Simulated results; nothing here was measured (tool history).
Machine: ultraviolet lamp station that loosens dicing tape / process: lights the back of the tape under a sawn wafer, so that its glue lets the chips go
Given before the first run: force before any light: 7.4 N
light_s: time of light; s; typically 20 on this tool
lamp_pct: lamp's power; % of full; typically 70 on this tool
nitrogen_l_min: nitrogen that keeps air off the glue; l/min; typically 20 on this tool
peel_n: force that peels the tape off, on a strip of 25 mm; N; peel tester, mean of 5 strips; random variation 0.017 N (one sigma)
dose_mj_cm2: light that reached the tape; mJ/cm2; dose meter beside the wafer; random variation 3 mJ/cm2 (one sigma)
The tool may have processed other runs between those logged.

run 1 hour=0.0 | light_s=20 lamp_pct=70 nitrogen_l_min=20 | peel_n=0.857 dose_mj_cm2=423
run 2 hour=11.2 | light_s=20 lamp_pct=70 nitrogen_l_min=10 | peel_n=1.539 dose_mj_cm2=421
run 3 hour=16.7 | light_s=20 lamp_pct=70 nitrogen_l_min=10 | peel_n=1.386 dose_mj_cm2=428
run 4 hour=29.0 | light_s=20 lamp_pct=70 nitrogen_l_min=10 | peel_n=1.416 dose_mj_cm2=422
run 5 hour=40.3 | light_s=20 lamp_pct=70 nitrogen_l_min=10 | peel_n=1.465 dose_mj_cm2=422
run 6 hour=47.4 | light_s=20 lamp_pct=70 nitrogen_l_min=10 | peel_n=1.466 dose_mj_cm2=424
run 7 hour=57.1 | light_s=20 lamp_pct=70 nitrogen_l_min=10 | peel_n=1.447 dose_mj_cm2=423
run 8 hour=65.4 | light_s=20 lamp_pct=70 nitrogen_l_min=10 | peel_n=1.476 dose_mj_cm2=424
run 9 hour=76.0 | light_s=20 lamp_pct=70 nitrogen_l_min=10 | peel_n=1.459 dose_mj_cm2=425
run 10 hour=86.7 | light_s=20 lamp_pct=70 nitrogen_l_min=20 | peel_n=0.923 dose_mj_cm2=423
run 11 hour=98.9 | light_s=20 lamp_pct=70 nitrogen_l_min=14 | peel_n=1.225 dose_mj_cm2=419
run 12 hour=110.1 | light_s=20 lamp_pct=70 nitrogen_l_min=14 | peel_n=1.244 dose_mj_cm2=417
run 13 hour=117.2 | light_s=20 lamp_pct=70 nitrogen_l_min=20 | peel_n=0.909 dose_mj_cm2=419
run 14 hour=127.6 | light_s=20 lamp_pct=70 nitrogen_l_min=20 | peel_n=0.921 dose_mj_cm2=416
run 15 hour=140.2 | light_s=20 lamp_pct=70 nitrogen_l_min=20 | peel_n=0.939 dose_mj_cm2=420
run 16 hour=148.8 | light_s=20 lamp_pct=69 nitrogen_l_min=21 | peel_n=0.935 dose_mj_cm2=406
run 17 hour=155.3 | light_s=20 lamp_pct=69 nitrogen_l_min=33 | peel_n=0.676 dose_mj_cm2=406
run 18 hour=163.9 | light_s=16 lamp_pct=96 nitrogen_l_min=14 | peel_n=1.052 dose_mj_cm2=456
run 19 hour=169.8 | light_s=24 lamp_pct=61 nitrogen_l_min=11 | peel_n=1.353 dose_mj_cm2=434
run 20 hour=179.9 | light_s=26 lamp_pct=75 nitrogen_l_min=20 | peel_n=0.481 dose_mj_cm2=576
run 21 hour=192.5 | light_s=26 lamp_pct=73 nitrogen_l_min=20 | peel_n=0.509 dose_mj_cm2=561
run 22 hour=202.7 | light_s=26 lamp_pct=73 nitrogen_l_min=20 | peel_n=0.502 dose_mj_cm2=560
run 23 hour=208.8 | light_s=35 lamp_pct=69 nitrogen_l_min=7 | peel_n=0.786 dose_mj_cm2=708
run 24 hour=219.9 | light_s=19 lamp_pct=69 nitrogen_l_min=7 | peel_n=2.025 dose_mj_cm2=388
run 25 hour=226.5 | light_s=19 lamp_pct=69 nitrogen_l_min=7 | peel_n=2.100 dose_mj_cm2=388
run 26 hour=238.8 | light_s=19 lamp_pct=69 nitrogen_l_min=7 | peel_n=2.063 dose_mj_cm2=380
run 27 hour=246.7 | light_s=19 lamp_pct=69 nitrogen_l_min=7 | peel_n=2.074 dose_mj_cm2=384

Predict each of these 4 candidate next runs independently; none follows another, all start after run 27:
run A hour=258.0 | light_s=27 lamp_pct=83 nitrogen_l_min=20 | peel_n=? dose_mj_cm2=?
run B hour=258.0 | light_s=26 lamp_pct=94 nitrogen_l_min=7 | peel_n=? dose_mj_cm2=?
run C hour=258.0 | light_s=20 lamp_pct=85 nitrogen_l_min=16 | peel_n=? dose_mj_cm2=?
run D hour=258.0 | light_s=27 lamp_pct=70 nitrogen_l_min=6 | peel_n=? dose_mj_cm2=?

run=A peel_n=0.375 dose_mj_cm2=662
run=B peel_n=0.741 dose_mj_cm2=714
run=C peel_n=0.812 dose_mj_cm2=494
run=D peel_n=1.386 dose_mj_cm2=553
Stripped of hidden state, with their random variation kept, the same runs would have yielded:
run=A peel_n=0.307 dose_mj_cm2=732
run=B peel_n=0.603 dose_mj_cm2=789
run=C peel_n=0.665 dose_mj_cm2=547
run=D peel_n=1.173 dose_mj_cm2=612
